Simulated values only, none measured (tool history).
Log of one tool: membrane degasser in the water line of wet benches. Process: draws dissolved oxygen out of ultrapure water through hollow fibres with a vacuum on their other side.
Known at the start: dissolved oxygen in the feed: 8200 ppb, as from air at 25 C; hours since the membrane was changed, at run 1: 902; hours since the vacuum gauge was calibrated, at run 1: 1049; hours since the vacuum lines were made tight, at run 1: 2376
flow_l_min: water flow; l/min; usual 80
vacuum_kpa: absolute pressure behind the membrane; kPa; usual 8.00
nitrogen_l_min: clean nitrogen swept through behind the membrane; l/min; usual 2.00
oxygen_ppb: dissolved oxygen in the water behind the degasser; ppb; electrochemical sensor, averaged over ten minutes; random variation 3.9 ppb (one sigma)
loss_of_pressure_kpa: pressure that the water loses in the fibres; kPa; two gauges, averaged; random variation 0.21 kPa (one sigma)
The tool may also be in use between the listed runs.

run     day  flow_l_min  vacuum_kpa  nitrogen_l_min  hours since the membrane was changed  hours since the vacuum gauge was calibrated  hours since the vacuum lines were made tight  oxygen_ppb  loss_of_pressure_kpa
  1   0.000          80        8.00            2.00                                   902                                         1049                                          2376       405.3                 50.37
  2   1.308          80        8.00            2.00                                   933                                         1080                                          2407       396.3                 50.19
  3   3.333          80        8.00            2.00                                   982                                         1129                                          2456       394.6                 50.27
  4   4.346          80        8.00            2.00                                  1006                                         1153                                          2480       398.6                 50.12
  5   5.400          80        8.00            2.00                                  1031                                         1179                                          2506       393.3                 49.73
  6   6.608          80        8.00            2.00                                  1060                                         1208                                          2535       398.1                 49.87
  7   8.000          80        8.00            2.00                                  1094                                         1241                                          2568       397.5                 49.99
  8   9.208          80        8.00            2.00                                  1123                                         1270                                          2597       396.9                 49.96
  9  11.025          52        8.00            2.00                                  1166                                         1314                                          2641       273.0                 32.44
 10  13.021          80        8.00            2.00                                  1214                                         1362                                          2689       402.6                 49.94
 11  14.296          80        8.00            2.00                                  1245                                         1392                                          2719       400.5                 49.69
 12  16.400          80        8.00            2.00                                  1295                                         1443                                          2770       391.2                 49.48
 13  17.462          80        8.00            2.00                                  1321                                         1468                                          2795       402.0                 49.80
 14  19.125          80        8.00            2.00                                  1361                                         1508                                          2835       390.1                 50.03
 15  20.329          80        8.00            2.00                                  1390                                         1537                                          2864       388.1                 49.72
 16  21.392         127        8.00            2.00                                  1415                                         1562                                          2889       662.8                 79.15
 17  23.512         127        8.00            2.00                                  1466                                         1613                                          2940       649.6                 78.68
 18  25.208         127        8.00            2.00                                  1507                                         1654                                          2981       654.7                 78.65
 19  26.358          95        9.16            3.24                                  1534                                         1682                                          3009       411.8                 58.86
 20  27.292          98       11.99            1.03                                  1557                                         1704                                          3031      1236.6                 60.72
 21  28.838         104        5.48            2.00                                  1594                                         1741                                          3068       293.6                 64.84
 22  30.412         104        5.48            2.00                                  1632                                         1779                                          3106       296.7                 64.22
 23  31.938          74       17.96            2.00                                  1668                                         1816                                          3143       994.2                 45.76
 24  33.929          74       17.96            2.00                                  1716                                         1863                                          3190      1027.6                 46.10
 25  35.354          74       17.96            2.00                                  1750                                         1897                                          3225      1015.1                 45.69
 26  37.471          80       12.37            1.26                                  1801                                         1948                                          3275       956.9                 49.28
 27  39.283          80        5.34            0.95                                  1845                                         1992                                          3319       313.9                 49.10
 28  41.538          80        5.34            0.95                                  1899                                         2046                                          3373       316.7                 49.43
 29  42.550          67        5.34            1.43                                  1923                                         2070                                          3397       206.9                 41.27
     43.338  -- gauge calibrated
 30  43.775          51        5.35            0.99                                  1952                                         2100                                          3427       208.4                 32.20
 31  45.746          51        5.35            0.99                                  2000                                         2147                                          3474       209.6                 32.07
 32  47.246         105       15.74            0.99                                  2036                                         2183                                          3510      1763.1                 66.08

3 ways to go on from here, each from the tool as it stands after run 32. What would each give?
  A  49.150          62        5.59            0.99                                  2081                                         2229                                          3556           ?                     ?
  B  49.150          80        4.96            0.88                                  2081                                         2229                                          3556           ?                     ?
  C  49.150         105       15.74            2.63                                  2081                                         2229                                          3556           ?                     ?

run  oxygen_ppb  loss_of_pressure_kpa
  A       270.3                 38.75
  B       278.6                 49.90
  C       979.9                 65.76
Without the tool's hidden state the same runs would have given:
run  oxygen_ppb  loss_of_pressure_kpa
  A       269.9                 38.85
  B       278.0                 50.02
  C       979.6                 65.92
